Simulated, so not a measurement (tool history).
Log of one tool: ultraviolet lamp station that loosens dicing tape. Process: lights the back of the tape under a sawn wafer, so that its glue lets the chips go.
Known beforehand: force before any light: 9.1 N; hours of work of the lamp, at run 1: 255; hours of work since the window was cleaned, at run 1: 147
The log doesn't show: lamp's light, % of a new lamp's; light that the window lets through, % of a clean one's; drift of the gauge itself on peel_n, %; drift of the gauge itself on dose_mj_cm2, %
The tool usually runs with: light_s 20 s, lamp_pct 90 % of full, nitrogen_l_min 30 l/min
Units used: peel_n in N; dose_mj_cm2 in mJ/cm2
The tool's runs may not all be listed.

run	hour	light_s	lamp_pct	nitrogen_l_min	hours of work of the lamp	hours of work since the window was cleaned	peel_n	dose_mj_cm2
1	0	20	90	30	255	147	1.251	436
2	9.7	20	90	22	259	151	1.404	434
3	20.3	20	90	22	264	156	1.415	428
4	30.1	20	90	22	268	160	1.39	428
5	38.3	20	90	30	272	164	1.28	425
6	56.8	20	90	30	280	172	1.291	420
7	74.9	20	90	30	289	180	1.316	414
8	83.7	20	90	30	293	184	1.298	416
9	102	20	81	30	301	192	1.641	368
10	114	20	81	30	306	198	1.656	360
11	123.3	20	82	30	310	202	1.59	368
12	137.7	25	90	35	317	208	0.911	503
13	153.2	12	69	35	324	215	3.655	179
# hour 155.1: window cleaned of glue's vapour
14	161.5	12	69	35	327	3	3.778	174
15	169.1	39	86	16	331	6	0.642	711
16	181.9	28	60	15	336	12	2.216	350
17	195.3	25	84	15	342	18	1.554	438
18	207.4	17	60	30	348	23	3.376	212
# hour 209: window cleaned of glue's vapour, once more
19	223.7	17	60	30	355	7	2.541	264
20	237.1	21	88	30	361	13	1.043	477
21	245.2	38	74	30	364	16	0.455	717
22	254.5	20	90	37	369	20	1.018	461

Predict each of these 5 candidate next runs independently; none follows another, all start after run 22:
A	265.5	22	97	43	373	25	?	?
B	265.5	28	82	17	373	25	?	?
C	265.5	12	81	54	373	25	?	?
D	265.5	28	79	16	373	25	?	?
E	265.5	20	76	15	373	25	?	?

run	peel_n	dose_mj_cm2
A	0.72	538
B	0.902	588
C	2.436	244
D	1.014	559
E	1.936	386
The same runs, with their run-to-run variation unchanged, on a tool lacking any hidden condition would have given:
run	peel_n	dose_mj_cm2
A	0.483	658
B	0.607	719
C	1.854	299
D	0.685	684
E	1.409	472

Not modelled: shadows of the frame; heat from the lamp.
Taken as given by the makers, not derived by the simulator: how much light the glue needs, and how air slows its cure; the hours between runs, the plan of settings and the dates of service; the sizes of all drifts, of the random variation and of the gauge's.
